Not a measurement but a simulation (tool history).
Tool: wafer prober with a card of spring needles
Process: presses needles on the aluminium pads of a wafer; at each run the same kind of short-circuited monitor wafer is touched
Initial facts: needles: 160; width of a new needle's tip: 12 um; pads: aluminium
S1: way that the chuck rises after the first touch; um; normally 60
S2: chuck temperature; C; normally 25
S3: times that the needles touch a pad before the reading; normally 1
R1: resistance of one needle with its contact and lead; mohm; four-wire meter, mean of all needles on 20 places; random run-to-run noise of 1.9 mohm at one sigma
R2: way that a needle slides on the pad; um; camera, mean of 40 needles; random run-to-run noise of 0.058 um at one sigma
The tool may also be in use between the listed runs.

run	hour	S1	S2	S3	R1	R2
1	0.0	60	25	1	219	15.95
# hour 6.9: tips cleaned on abrasive film
2	9.3	55	25	1	224	14.63
# hour 15.6: tips cleaned on abrasive film
3	19.6	71	25	1	228	18.87
# hour 25.2: tips cleaned on abrasive film
4	33.5	71	25	1	239	18.81
# hour 34.9: tips cleaned on abrasive film
5	42.1	71	25	1	236	18.82
# hour 44.5: tips cleaned on abrasive film
6	49.1	71	110	1	244	18.83
# hour 53.3: tips cleaned on abrasive film
7	57.9	60	25	1	235	15.82
# hour 62.3: tips cleaned on abrasive film
8	66.7	60	25	1	233	15.78
# hour 71.8: tips cleaned on abrasive film
9	75.1	60	25	1	229	15.76
# hour 81.7: tips cleaned on abrasive film
10	88.9	60	25	1	246	15.82
# hour 90.3: tips cleaned on abrasive film
# hour 99.7: tips cleaned on abrasive film
11	104.0	60	25	1	232	15.74
# hour 109.5: tips cleaned on abrasive film
12	112.2	60	25	1	229	15.61
# hour 118.1: tips cleaned on abrasive film
13	125.7	60	25	1	252	15.77
# hour 127.5: tips cleaned on abrasive film
# hour 136.2: tips cleaned on abrasive film
14	137.4	60	68	1	227	15.68
# hour 145.4: tips cleaned on abrasive film
15	152.9	62	25	1	246	16.08
# hour 154.4: tips cleaned on abrasive film
# hour 163.3: tips cleaned on abrasive film
16	166.5	62	25	1	233	16.04
# hour 172.0: tips cleaned on abrasive film
17	177.8	62	25	1	244	16.06
# hour 181.4: tips cleaned on abrasive film
18	184.8	62	25	1	230	16.04
# hour 190.2: tips cleaned on abrasive film
# hour 199.1: tips cleaned on abrasive film
19	199.7	62	25	1	211	16.01
# hour 208.3: tips cleaned on abrasive film
20	209.5	62	123	1	241	15.90
# hour 217.5: tips cleaned on abrasive film
21	218.4	62	106	3	226	15.92
# hour 227.0: tips cleaned on abrasive film
22	230.9	62	53	3	219	15.88
# hour 235.5: tips cleaned on abrasive film
23	241.2	55	69	2	243	14.09
# hour 244.7: tips cleaned on abrasive film
24	251.2	55	69	2	248	14.01
# hour 253.9: tips cleaned on abrasive film
# hour 263.1: tips cleaned on abrasive film
25	263.9	71	25	1	211	18.25
# hour 272.1: tips cleaned on abrasive film
26	274.9	49	27	2	231	12.32
# hour 281.1: tips cleaned on abrasive film
27	285.4	75	34	3	213	19.22
# hour 290.0: tips cleaned on abrasive film
28	292.7	69	25	1	225	17.73
# hour 299.3: tips cleaned on abrasive film
# hour 305.2: height of the first contact set anew
29	305.7	69	25	1	230	18.48
# hour 309.2: tips cleaned on abrasive film
# hour 318.2: tips cleaned on abrasive film
30	318.9	69	63	2	214	18.44
# hour 327.3: tips cleaned on abrasive film
31	329.9	64	71	2	227	17.08
# hour 336.1: tips cleaned on abrasive film
32	340.4	42	100	1	282	11.07

Alternative continuations, all from the tool just after run 32; predict every row:
# hour 344.8: tips cleaned on abrasive film
A	347.2	60	25	2	?	?
# hour 344.8: tips cleaned on abrasive film
B	347.2	60	60	1	?	?
# hour 344.8: tips cleaned on abrasive film
C	347.2	60	60	2	?	?
# hour 344.8: tips cleaned on abrasive film
D	347.2	62	25	1	?	?

run	R1	R2
A	218	15.88
B	236	15.98
C	225	15.90
D	221	16.39
What these runs would have given with no unlogged condition in the tool:
run	R1	R2
A	205	15.99
B	215	16.09
C	213	16.01
D	201	16.50
